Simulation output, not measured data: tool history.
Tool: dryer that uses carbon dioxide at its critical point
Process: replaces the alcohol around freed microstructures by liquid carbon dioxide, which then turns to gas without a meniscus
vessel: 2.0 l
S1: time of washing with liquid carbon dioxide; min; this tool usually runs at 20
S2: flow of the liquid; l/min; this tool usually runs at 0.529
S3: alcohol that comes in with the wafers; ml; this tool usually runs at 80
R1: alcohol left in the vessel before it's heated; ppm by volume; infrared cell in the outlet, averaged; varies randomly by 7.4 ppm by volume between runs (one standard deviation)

| run | hour | S1 | S2 | S3 | R1 |
|---|---|---|---|---|---|
| 1 | 0 | 20 | 0.529 | 80 | 481 |
| 2 | 16.8 | 22 | 0.529 | 80 | 347 |
| 3 | 42.2 | 22 | 0.529 | 80 | 363 |
| 4 | 59 | 22 | 0.529 | 80 | 351 |
| 5 | 87.7 | 22 | 0.529 | 80 | 361 |
| 6 | 114.7 | 22 | 0.529 | 80 | 391 |
| 7 | 134.4 | 22 | 0.529 | 80 | 386 |
| 8 | 158.1 | 17 | 0.821 | 73 | 201 |
| 9 | 190.9 | 31 | 0.758 | 82 | 105 |
| 10 | 223.4 | 31 | 0.758 | 82 | 118 |
| 11 | 242 | 30 | 0.48 | 27 | 159 |
| 12 | 275.3 | 21 | 0.627 | 29 | 187 |
| 13 | 307.5 | 21 | 0.627 | 29 | 186 |

Predict each of these 4 candidate next runs independently; none follows another, all start after run 13:
| A | 336.7 | 27 | 0.628 | 72 | ? |
| B | 336.7 | 20 | 0.701 | 69 | ? |
| C | 336.7 | 28 | 0.33 | 42 | ? |
| D | 336.7 | 20 | 0.554 | 23 | ? |

| run | R1 |
|---|---|
| A | 167 |
| B | 223 |
| C | 668 |
| D | 245 |
Take away the tool's hidden state, keep each run's random variation, and the runs would have read:
| run | R1 |
|---|---|
| A | 28 |
| B | 59 |
| C | 391 |
| D | 87 |
